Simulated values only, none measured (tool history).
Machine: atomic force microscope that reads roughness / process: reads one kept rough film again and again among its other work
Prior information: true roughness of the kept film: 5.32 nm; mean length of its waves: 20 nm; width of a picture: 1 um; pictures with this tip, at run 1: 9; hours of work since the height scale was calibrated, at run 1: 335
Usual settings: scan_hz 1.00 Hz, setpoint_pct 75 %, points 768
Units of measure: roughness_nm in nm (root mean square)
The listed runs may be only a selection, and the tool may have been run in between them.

run   hour  scan_hz  setpoint_pct  points  pictures with this tip  hours of work since the height scale was calibrated  roughness_nm
  1    0.0     1.00            75     768                       9                                                  335         3.086
  2   12.2     1.00            75     768                      35                                                  342         2.829
  3   23.7     1.00            75     632                      60                                                  350         2.597
  4   35.1     1.00            75     632                      84                                                  357         2.404
  5   43.8     1.00            75     632                     103                                                  363         2.277
  6   63.7     1.00            75     632                     146                                                  375         2.029
  7   80.3     1.00            75     990                     181                                                  386         1.877
  8   91.0     1.18            75     990                     204                                                  393         1.749
      93.7  -- height scale calibrated on a step standard
  9  111.7     2.01            78     768                     247                                                   11         1.480
 10  123.9     1.56            58     366                     273                                                   19         1.578
 11  142.2     0.81            85     452                     312                                                   31         1.375
     153.2  -- new tip fitted
 12  153.2     0.81            85     452                       0                                                   37         3.063
 13  167.8     1.00            75     426                      31                                                   47         2.808
 14  178.8     0.81            65     768                      55                                                   54         2.709

Alternative continuations, all from the tool just after run 14; predict every row:
  A  192.9     0.81            55    1006                      85                                                   63             ?
  B  192.9     0.81            59     641                      85                                                   63             ?
  C  192.9     3.61            87     431                      85                                                   63             ?

run  roughness_nm
  A         2.562
  B         2.532
  C         1.671
With the hidden condition removed and each run's random variation left untouched, the same runs would have given:
run  roughness_nm
  A         3.437
  B         3.397
  C         2.240
